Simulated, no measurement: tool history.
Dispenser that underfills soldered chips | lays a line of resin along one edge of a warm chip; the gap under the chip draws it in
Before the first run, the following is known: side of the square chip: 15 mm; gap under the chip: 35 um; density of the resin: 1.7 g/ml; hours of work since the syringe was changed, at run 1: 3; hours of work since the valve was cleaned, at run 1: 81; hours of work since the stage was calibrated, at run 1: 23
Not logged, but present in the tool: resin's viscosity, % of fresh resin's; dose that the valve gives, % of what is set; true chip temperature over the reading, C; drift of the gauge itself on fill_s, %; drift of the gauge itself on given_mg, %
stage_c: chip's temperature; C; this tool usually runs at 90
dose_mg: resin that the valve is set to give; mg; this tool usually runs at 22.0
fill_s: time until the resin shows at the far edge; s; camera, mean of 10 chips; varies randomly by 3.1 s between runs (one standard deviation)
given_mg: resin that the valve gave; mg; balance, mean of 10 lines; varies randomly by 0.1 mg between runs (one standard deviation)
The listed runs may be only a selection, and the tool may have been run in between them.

run   hour  stage_c  dose_mg  hours of work since the syringe was changed  hours of work since the valve was cleaned  hours of work since the stage was calibrated  fill_s  given_mg
  1    0.0       90     22.0                                            3                                         81                                            23   424.7     19.84
  2    2.5       90     22.0                                            5                                         83                                            25   495.9     20.01
  3    4.7       90     22.0                                            7                                         85                                            27   577.3     19.80
  4    7.5       90     22.0                                            9                                         87                                            29   696.8     19.88
       9.4  -- new syringe of resin
  5   12.2       90     22.0                                            2                                         90                                            32   382.8     19.81
  6   14.8       90     19.8                                            4                                         92                                            34   459.9     17.69
  7   17.6       90     19.8                                            6                                         94                                            36   554.9     17.80
  8   21.9       90     19.8                                            9                                         97                                            40   753.5     17.84
      23.0  -- new syringe of resin
      25.3  -- dispensing valve cleaned and set on the balance
  9   28.4       90     20.2                                            3                                          2                                            44   424.1     20.23
 10   32.8       90     22.0                                            7                                          6                                            47   564.0     22.13
 11   35.4      100     22.0                                            9                                          8                                            49   476.7     21.75
      37.7  -- new syringe of resin
 12   40.4       90     22.0                                            2                                         11                                            52   375.9     21.62
 13   43.0       90     22.0                                            4                                         13                                            54   445.3     21.91
 14   46.6       90     21.2                                            7                                         16                                            57   579.0     20.93
      51.3  -- new syringe of resin
 15   51.3       90     21.2                                            0                                         19                                            60   316.2     20.78
 16   56.1       77     22.0                                            4                                         23                                            64   710.1     21.48
 17   60.9       77     22.0                                            7                                         26                                            68   974.8     21.46
      65.1  -- new syringe of resin
 18   65.8       78     22.0                                            1                                         30                                            71   524.0     21.36
 19   68.0       78     22.0                                            2                                         32                                            73   585.9     21.43
 20   71.3       78     19.2                                            5                                         34                                            75   761.2     18.67
 21   74.2       90     24.4                                            7                                         36                                            77   570.3     23.63
 22   77.2       90     24.4                                            9                                         38                                            80   705.1     23.38
      78.6  -- new syringe of resin
 23   81.3       90     21.7                                            2                                         41                                            83   383.1     20.91
 24   85.2       81     25.6                                            5                                         44                                            86   667.7     24.38
 25   88.5      101     22.0                                            7                                         47                                            88   410.3     21.10
 26   91.7       77     28.1                                           10                                         49                                            90  1204.2     26.73
      92.4  -- new syringe of resin
 27   96.9       77     22.6                                            3                                         53                                            94   687.4     21.21
 28   99.0       83     27.8                                            5                                         54                                            96   623.7     26.36
 29  102.6       83     27.8                                            8                                         57                                            98   807.4     26.35
 30  104.9      101     27.8                                            9                                         59                                           100   487.5     26.09
     106.1  -- new syringe of resin
 31  109.7       91     19.6                                            3                                         62                                           104   406.3     18.40
 32  114.3       98     19.6                                            6                                         66                                           107   433.5     18.38
 33  117.0      103     19.0                                            8                                         68                                           109   452.4     17.81
     119.8  -- new syringe of resin
 34  119.9      103     19.0                                            0                                         70                                           111   217.3     17.71
 35  124.4      103     25.5                                            4                                         73                                           114   277.7     23.66

Alternative continuations, all from the tool just after run 35; predict every row:
  A  126.6      103     25.3                                            5                                         75                                           116       ?         ?
  B  126.6       82     25.5                                            5                                         75                                           116       ?         ?
  C  126.6       90     24.1                                            5                                         75                                           116       ?         ?
  D  126.6       75     19.5                                            5                                         75                                           116       ?         ?

run  fill_s  given_mg
  A   316.0     23.53
  B   677.2     23.61
  C   493.1     22.36
  D   893.2     18.15
Without the tool's hidden state the same runs would have given:
run  fill_s  given_mg
  A   194.7     25.35
  B   416.4     25.44
  C   302.9     24.10
  D   541.7     19.55

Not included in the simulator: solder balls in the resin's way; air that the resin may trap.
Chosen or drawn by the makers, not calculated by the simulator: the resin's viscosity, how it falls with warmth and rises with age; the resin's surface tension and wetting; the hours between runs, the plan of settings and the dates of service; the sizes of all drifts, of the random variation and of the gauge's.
